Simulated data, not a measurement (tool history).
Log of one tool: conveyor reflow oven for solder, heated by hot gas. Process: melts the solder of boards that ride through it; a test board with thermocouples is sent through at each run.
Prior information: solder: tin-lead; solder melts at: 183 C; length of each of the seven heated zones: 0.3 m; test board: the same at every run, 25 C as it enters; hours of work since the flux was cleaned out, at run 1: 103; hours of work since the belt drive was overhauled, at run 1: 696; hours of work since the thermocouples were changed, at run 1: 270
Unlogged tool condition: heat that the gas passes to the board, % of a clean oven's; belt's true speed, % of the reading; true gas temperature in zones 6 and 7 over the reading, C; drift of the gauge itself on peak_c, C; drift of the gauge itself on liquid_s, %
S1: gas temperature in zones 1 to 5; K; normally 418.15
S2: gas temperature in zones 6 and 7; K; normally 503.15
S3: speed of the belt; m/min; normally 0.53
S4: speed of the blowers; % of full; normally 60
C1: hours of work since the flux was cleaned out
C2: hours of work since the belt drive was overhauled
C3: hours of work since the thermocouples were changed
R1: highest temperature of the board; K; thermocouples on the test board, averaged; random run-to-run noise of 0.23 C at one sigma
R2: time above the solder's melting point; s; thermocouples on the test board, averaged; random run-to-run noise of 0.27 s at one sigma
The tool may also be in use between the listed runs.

{"run": 1, "day": 0.0, "S1": 418.15, "S2": 503.15, "S3": 0.53, "S4": 60, "C1": 103, "C2": 696, "C3": 270, "R1": 487.75, "R2": 52}
{"run": 2, "day": 0.8, "S1": 418.15, "S2": 503.15, "S3": 0.53, "S4": 60, "C1": 116, "C2": 709, "C3": 284, "R1": 486.95, "R2": 52.2}
{"run": 3, "day": 1.829, "S1": 418.15, "S2": 503.15, "S3": 0.53, "S4": 60, "C1": 134, "C2": 727, "C3": 301, "R1": 487.85, "R2": 52.4}
{"run": 4, "day": 2.358, "S1": 418.15, "S2": 503.15, "S3": 0.53, "S4": 60, "C1": 143, "C2": 736, "C3": 310, "R1": 487.35, "R2": 52.3}
{"run": 5, "day": 3.267, "S1": 418.15, "S2": 503.15, "S3": 0.562, "S4": 60, "C1": 158, "C2": 751, "C3": 326, "R1": 485.85, "R2": 47.9}
{"run": 6, "day": 4.062, "S1": 418.15, "S2": 513.15, "S3": 0.53, "S4": 60, "C1": 171, "C2": 764, "C3": 339, "R1": 496.35, "R2": 57.9}
{"run": 7, "day": 4.638, "S1": 418.15, "S2": 513.15, "S3": 0.53, "S4": 60, "C1": 181, "C2": 774, "C3": 349, "R1": 496.15, "R2": 57.8}
{"run": 8, "day": 5.538, "S1": 418.15, "S2": 513.15, "S3": 0.53, "S4": 60, "C1": 196, "C2": 789, "C3": 364, "R1": 496.15, "R2": 58.1}
{"day": 5.8, "done": "flux residue cleaned out of gas plates and filters"}
{"run": 9, "day": 6.642, "S1": 429.15, "S2": 503.15, "S3": 0.53, "S4": 60, "C1": 14, "C2": 805, "C3": 379, "R1": 488.35, "R2": 57.4}
{"run": 10, "day": 7.342, "S1": 429.15, "S2": 503.15, "S3": 0.533, "S4": 60, "C1": 26, "C2": 816, "C3": 391, "R1": 488.85, "R2": 56.5}
{"run": 11, "day": 7.775, "S1": 418.15, "S2": 503.15, "S3": 0.53, "S4": 60, "C1": 33, "C2": 824, "C3": 399, "R1": 486.55, "R2": 51.8}
{"run": 12, "day": 8.296, "S1": 418.15, "S2": 503.15, "S3": 0.53, "S4": 60, "C1": 42, "C2": 833, "C3": 407, "R1": 486.45, "R2": 51.2}
{"run": 13, "day": 8.833, "S1": 418.15, "S2": 503.15, "S3": 0.53, "S4": 60, "C1": 51, "C2": 842, "C3": 417, "R1": 486.65, "R2": 51.7}
{"run": 14, "day": 9.304, "S1": 418.15, "S2": 503.15, "S3": 0.53, "S4": 60, "C1": 59, "C2": 850, "C3": 425, "R1": 486.75, "R2": 51.5}
{"run": 15, "day": 9.846, "S1": 418.15, "S2": 503.15, "S3": 0.53, "S4": 60, "C1": 69, "C2": 859, "C3": 434, "R1": 486.65, "R2": 51}
{"run": 16, "day": 10.879, "S1": 418.15, "S2": 503.15, "S3": 0.634, "S4": 67, "C1": 86, "C2": 876, "C3": 451, "R1": 482.65, "R2": 39.1}
{"run": 17, "day": 11.696, "S1": 418.15, "S2": 503.15, "S3": 0.634, "S4": 85, "C1": 100, "C2": 890, "C3": 465, "R1": 486.95, "R2": 43.3}
{"day": 12.217, "done": "flux residue cleaned out of gas plates and filters, once more"}
{"run": 18, "day": 12.6, "S1": 433.15, "S2": 497.15, "S3": 0.53, "S4": 81, "C1": 7, "C2": 902, "C3": 477, "R1": 488.85, "R2": 60.3}
{"run": 19, "day": 13.288, "S1": 424.15, "S2": 517.15, "S3": 0.517, "S4": 83, "C1": 18, "C2": 914, "C3": 489, "R1": 506.75, "R2": 66.6}
{"run": 20, "day": 14.004, "S1": 424.15, "S2": 517.15, "S3": 0.517, "S4": 83, "C1": 30, "C2": 926, "C3": 501, "R1": 506.65, "R2": 66.7}
{"day": 14.942, "done": "thermocouples of zones 6 and 7 changed"}
{"run": 21, "day": 15.129, "S1": 428.15, "S2": 504.15, "S3": 0.612, "S4": 60, "C1": 48, "C2": 944, "C3": 3, "R1": 487.55, "R2": 48.4}
{"run": 22, "day": 15.817, "S1": 428.15, "S2": 497.15, "S3": 0.612, "S4": 51, "C1": 60, "C2": 955, "C3": 15, "R1": 478.85, "R2": 40.9}

The next listed run, before its measurement:
{"run": 23, "day": 16.458, "S1": 418.15, "S2": 498.15, "S3": 0.53, "S4": 81, "C1": 70, "C2": 966, "C3": 26, "R1": "?", "R2": "?"}

{"run 23": {"R1": 488.65, "R2": 54.4}}
On a tool with no hidden condition, and with the same random variation, this run would have come out at R1 488.55 K, R2 53.1 s.
